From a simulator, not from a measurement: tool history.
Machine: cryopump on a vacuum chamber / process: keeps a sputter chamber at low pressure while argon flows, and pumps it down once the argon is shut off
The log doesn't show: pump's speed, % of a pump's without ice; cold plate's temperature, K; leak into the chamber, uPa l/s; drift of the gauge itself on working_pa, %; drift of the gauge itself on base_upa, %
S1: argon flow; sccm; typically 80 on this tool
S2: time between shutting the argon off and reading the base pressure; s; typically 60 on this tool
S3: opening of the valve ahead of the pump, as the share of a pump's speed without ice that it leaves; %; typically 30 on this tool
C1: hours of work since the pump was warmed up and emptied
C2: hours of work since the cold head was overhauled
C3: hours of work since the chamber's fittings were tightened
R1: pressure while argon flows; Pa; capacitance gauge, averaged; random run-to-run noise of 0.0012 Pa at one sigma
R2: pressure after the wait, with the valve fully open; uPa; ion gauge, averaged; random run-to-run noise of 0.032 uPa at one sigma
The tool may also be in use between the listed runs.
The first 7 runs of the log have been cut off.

Run 8, hour 238.1: usual settings but S2 207 s; C1 268; C2 268; C3 890. Result: R1 0.2830 Pa, R2 1.43 uPa.
Run 9, hour 271.5: usual settings but S2 207 s; C1 292; C2 292; C3 914. Result: R1 0.2839 Pa, R2 1.42 uPa.
Run 10, hour 304.8: usual settings but S2 207 s; C1 316; C2 316; C3 938. Result: R1 0.2845 Pa, R2 1.44 uPa.
Run 11, hour 341.1: usual settings but S2 54 s; C1 342; C2 342; C3 964. Result: R1 0.2854 Pa, R2 2.74 uPa.
Run 12, hour 372.9: usual settings but S2 45 s; C1 365; C2 365; C3 987. Result: R1 0.2834 Pa, R2 3.03 uPa.
Run 13, hour 406.4: usual settings but S2 45 s; C1 389; C2 389; C3 1011. Result: R1 0.2839 Pa, R2 3.15 uPa.
Run 14, hour 433.7: usual settings but S2 45 s; C1 408; C2 408; C3 1030. Result: R1 0.2864 Pa, R2 3.16 uPa.
Run 15, hour 486.1: usual settings but S2 42 s; C1 446; C2 446; C3 1068. Result: R1 0.2865 Pa, R2 3.34 uPa.
Run 16, hour 523.1: usual settings; C1 472; C2 472; C3 1095. Result: R1 0.2880 Pa, R2 2.74 uPa.
Run 17, hour 572.2: usual settings; C1 508; C2 508; C3 1130. Result: R1 0.2866 Pa, R2 2.77 uPa.
Run 18, hour 618.2: usual settings but S2 25 s, S3 46 %; C1 541; C2 541; C3 1163. Result: R1 0.1912 Pa, R2 4.96 uPa.
Run 19, hour 646.8: usual settings but S2 80 s, S3 23 %; C1 561; C2 561; C3 1183. Result: R1 0.3715 Pa, R2 2.44 uPa.
Run 20, hour 684.6: usual settings but S2 80 s, S3 23 %; C1 588; C2 588; C3 1210. Result: R1 0.3726 Pa, R2 2.42 uPa.
Run 21, hour 722.4: usual settings; C1 615; C2 615; C3 1237. Result: R1 0.2908 Pa, R2 2.93 uPa.
Run 22, hour 754.3: usual settings but S1 94 sccm, S3 38 %; C1 638; C2 638; C3 1260. Result: R1 0.2738 Pa, R2 2.85 uPa.
Run 23, hour 785.9: usual settings but S1 35 sccm, S2 94 s, S3 27 %; C1 661; C2 661; C3 1283. Result: R1 0.1409 Pa, R2 2.42 uPa.
Run 24, hour 814.1: usual settings but S1 142 sccm, S2 111 s, S3 50 %; C1 681; C2 681; C3 1303. Result: R1 0.3150 Pa, R2 2.21 uPa.
Run 25, hour 847.2: usual settings but S1 46 sccm, S2 48 s; C1 705; C2 705; C3 1327. Result: R1 0.1676 Pa, R2 3.36 uPa.
Run 26, hour 882.8: usual settings but S1 46 sccm, S2 48 s; C1 730; C2 730; C3 1352. Result: R1 0.1660 Pa, R2 3.35 uPa.
Run 27, hour 905.2: usual settings but S1 73 sccm, S3 16 %; C1 746; C2 746; C3 1368. Result: R1 0.4899 Pa, R2 3.00 uPa.
Run 28, hour 938.8: usual settings but S1 43 sccm, S2 36 s; C1 770; C2 770; C3 1392. Result: R1 0.1568 Pa, R2 4.03 uPa.
Run 29, hour 960.5: usual settings but S1 99 sccm, S2 222 s; C1 786; C2 786; C3 1408. Result: R1 0.3613 Pa, R2 1.90 uPa.
Run 30, hour 998.7: usual settings but S1 53 sccm, S2 113 s; C1 813; C2 813; C3 1435. Result: R1 0.1940 Pa, R2 2.36 uPa.
Run 31, hour 1051.8: usual settings but S1 158 sccm, S2 113 s, S3 42 %; C1 851; C2 851; C3 1473. Result: R1 0.4232 Pa, R2 2.36 uPa.
Run 32, hour 1102.1: usual settings but S1 158 sccm, S2 113 s, S3 42 %; C1 887; C2 887; C3 1509. Result: R1 0.4194 Pa, R2 2.47 uPa.

Estimate the outcome of run 33 from the log above:
Run 33, hour 1146.7: usual settings but S1 138 sccm, S2 67 s, S3 53 %; C1 919; C2 919; C3 1541. Result: R1 ?, R2 ?.

R1: 0.2995 Pa
R2: 3.04 uPa
Had the tool carried no hidden state, the very same run would have given R1 0.2734 Pa, R2 1.52 uPa.
